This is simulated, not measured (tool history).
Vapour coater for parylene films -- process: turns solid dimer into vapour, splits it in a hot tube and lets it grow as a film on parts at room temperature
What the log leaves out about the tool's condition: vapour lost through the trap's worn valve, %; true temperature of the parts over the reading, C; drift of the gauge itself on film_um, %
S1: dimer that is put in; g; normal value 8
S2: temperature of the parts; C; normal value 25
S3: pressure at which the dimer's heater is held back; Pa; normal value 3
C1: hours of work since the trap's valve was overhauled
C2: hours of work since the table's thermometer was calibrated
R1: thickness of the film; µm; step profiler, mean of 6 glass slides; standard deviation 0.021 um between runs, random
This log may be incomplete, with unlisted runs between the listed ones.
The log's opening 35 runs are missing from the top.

run 36 day=65.421 | S1=4 S2=23 S3=6.48 | C1=142 C2=1780 | R1=0.88
run 37 day=67.933 | S1=4 S2=23 S3=6.48 | C1=183 C2=1821 | R1=0.86
run 38 day=70.292 | S1=6 S2=23 S3=6.86 | C1=221 C2=1860 | R1=1.26
run 39 day=72.6 | S1=12 S2=19 S3=11.35 | C1=259 C2=1897 | R1=2.63
run 40 day=73.788 | S1=8 S2=18 S3=3 | C1=278 C2=1917 | R1=2.29
run 41 day=75.217 | S1=8 S2=18 S3=3 | C1=301 C2=1940 | R1=2.29
run 42 day=77.138 | S1=4 S2=17 S3=9.13 | C1=333 C2=1971 | R1=0.95
run 43 day=78.971 | S1=5 S2=17 S3=3.52 | C1=362 C2=2001 | R1=1.39
run 44 day=81.483 | S1=13 S2=29 S3=3.52 | C1=403 C2=2042 | R1=2.38
-- day=82.933 table's thermometer calibrated
run 45 day=83.592 | S1=8 S2=26 S3=4.4 | C1=437 C2=11 | R1=1.57
-- day=84.721 trap's valve overhauled
run 46 day=85.467 | S1=4 S2=32 S3=2.47 | C1=12 C2=39 | R1=0.8
run 47 day=87.8 | S1=5 S2=33 S3=4.43 | C1=50 C2=77 | R1=0.93

Consider 4 possible next runs. They are alternatives, not a sequence: every one starts from the tool as it was left by run 47. What does each give?
run A day=90.279 | S1=5 S2=28 S3=2.23 | C1=91 C2=117 | R1=?
run B day=90.279 | S1=14 S2=33 S3=2.59 | C1=91 C2=117 | R1=?
run C day=90.279 | S1=5 S2=17 S3=3.44 | C1=91 C2=117 | R1=?
run D day=90.279 | S1=8 S2=25 S3=4.09 | C1=91 C2=117 | R1=?

run=A R1=1.18
run=B R1=2.73
run=C R1=1.49
run=D R1=1.84
The same runs, with their run-to-run variation unchanged, on a tool lacking any hidden condition would have given:
run=A R1=1.22
run=B R1=2.82
run=C R1=1.54
run=D R1=1.9
